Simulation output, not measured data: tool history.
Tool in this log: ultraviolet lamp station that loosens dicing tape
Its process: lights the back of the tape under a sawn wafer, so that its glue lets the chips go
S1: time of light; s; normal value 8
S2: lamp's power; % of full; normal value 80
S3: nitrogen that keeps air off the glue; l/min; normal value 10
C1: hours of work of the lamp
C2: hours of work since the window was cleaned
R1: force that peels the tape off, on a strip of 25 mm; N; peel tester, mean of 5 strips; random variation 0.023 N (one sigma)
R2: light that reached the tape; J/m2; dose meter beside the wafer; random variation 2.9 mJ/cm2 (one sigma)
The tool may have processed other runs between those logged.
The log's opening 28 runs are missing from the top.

run	hour	S1	S2	S3	C1	C2	R1	R2
29	197.9	7	85	10	118	211	1.261	3850
30	203.7	12	80	10	121	214	0.480	6160
31	214.3	8	95	9	127	220	0.897	4910
32	221.4	8	92	10	131	223	0.834	4730
33	230.2	13	62	4	136	228	1.519	5160
34	236.7	14	92	12	139	232	0.227	8210
35	241.2	12	77	9	142	234	0.584	5930
36	247.3	8	88	4	145	238	1.883	4530
37	255.3	8	95	6	149	242	1.214	4890
38	261.5	14	75	10	153	245	0.366	6770
39	269.5	15	98	4	157	250	0.428	9480
40	276.8	13	80	10	161	254	0.375	6790
41	281.0	8	77	4	163	256	2.289	3940

Alternative continuations, all from the tool just after run 41; predict every row:
A	289.1	13	67	7	168	260	?	?
B	289.1	12	63	10	168	260	?	?
C	289.1	5	96	7	168	260	?	?

run	R1	R2
A	0.838	5590
B	0.829	4910
C	2.263	3080
Without the tool's hidden state the same runs would have given:
run	R1	R2
A	0.837	5590
B	0.828	4910
C	2.261	3080
